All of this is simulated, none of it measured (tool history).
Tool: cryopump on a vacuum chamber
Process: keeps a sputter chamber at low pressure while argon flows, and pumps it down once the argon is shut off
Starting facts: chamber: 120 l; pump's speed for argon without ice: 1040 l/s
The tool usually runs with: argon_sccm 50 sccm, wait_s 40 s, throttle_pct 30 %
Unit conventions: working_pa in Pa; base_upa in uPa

run,hour,argon_sccm,wait_s,throttle_pct,working_pa,base_upa
1,0.0,50,40,30,0.2791,4.80
2,14.1,50,40,23,0.3646,4.82
3,26.8,50,40,25,0.3347,4.83
4,40.7,50,40,25,0.3348,4.81
5,51.6,50,40,25,0.3348,4.82
6,60.7,50,40,22,0.3783,4.91
7,74.6,50,40,22,0.3785,4.85
8,94.5,50,40,22,0.3794,4.83
9,107.3,81,40,30,0.4574,4.92
10,119.4,50,40,30,0.2802,4.94
11,138.9,50,40,30,0.2821,5.13
12,154.1,33,40,30,0.1869,4.88
13,163.6,33,40,30,0.1860,4.90
14,180.3,70,40,30,0.3946,5.06
15,191.4,70,40,30,0.3948,5.08
16,202.0,50,40,30,0.2833,4.91
17,215.8,50,40,30,0.2804,4.93
18,229.6,48,149,30,0.2703,4.12
19,244.6,34,189,30,0.1914,4.06
20,262.4,34,189,16,0.3541,4.16
21,274.8,50,26,16,0.5189,5.79
22,293.2,50,97,30,0.2796,4.28
23,312.0,38,138,20,0.3161,4.23
24,324.6,38,138,20,0.3182,4.26
25,333.2,21,68,30,0.1196,4.68
26,346.9,21,68,30,0.1182,4.54
27,365.0,21,68,30,0.1192,4.71
28,375.7,21,68,30,0.1190,4.78
29,390.2,21,68,30,0.1199,4.79
30,403.7,20,220,45,0.0773,4.35
31,418.5,37,40,26,0.2417,5.36
32,430.0,37,67,26,0.2439,4.95
33,438.2,50,269,20,0.4204,4.28
# hour 452.5: leaking fittings of the chamber tightened, without venting
34,458.6,44,269,43,0.1799,0.60

Here are 4 independent what-if runs from the current tool condition. What would each one return?
A,475.9,30,189,30,?,?
B,475.9,44,269,57,?,?
C,475.9,50,30,30,?,?
D,475.9,24,26,55,?,?

run,working_pa,base_upa
A,0.1716,0.64
B,0.1388,0.62
C,0.2858,2.10
D,0.0781,2.29
Without the tool's unlogged condition, the same runs would have read:
run,working_pa,base_upa
A,0.1628,0.51
B,0.1259,0.49
C,0.2712,1.98
D,0.0711,2.16
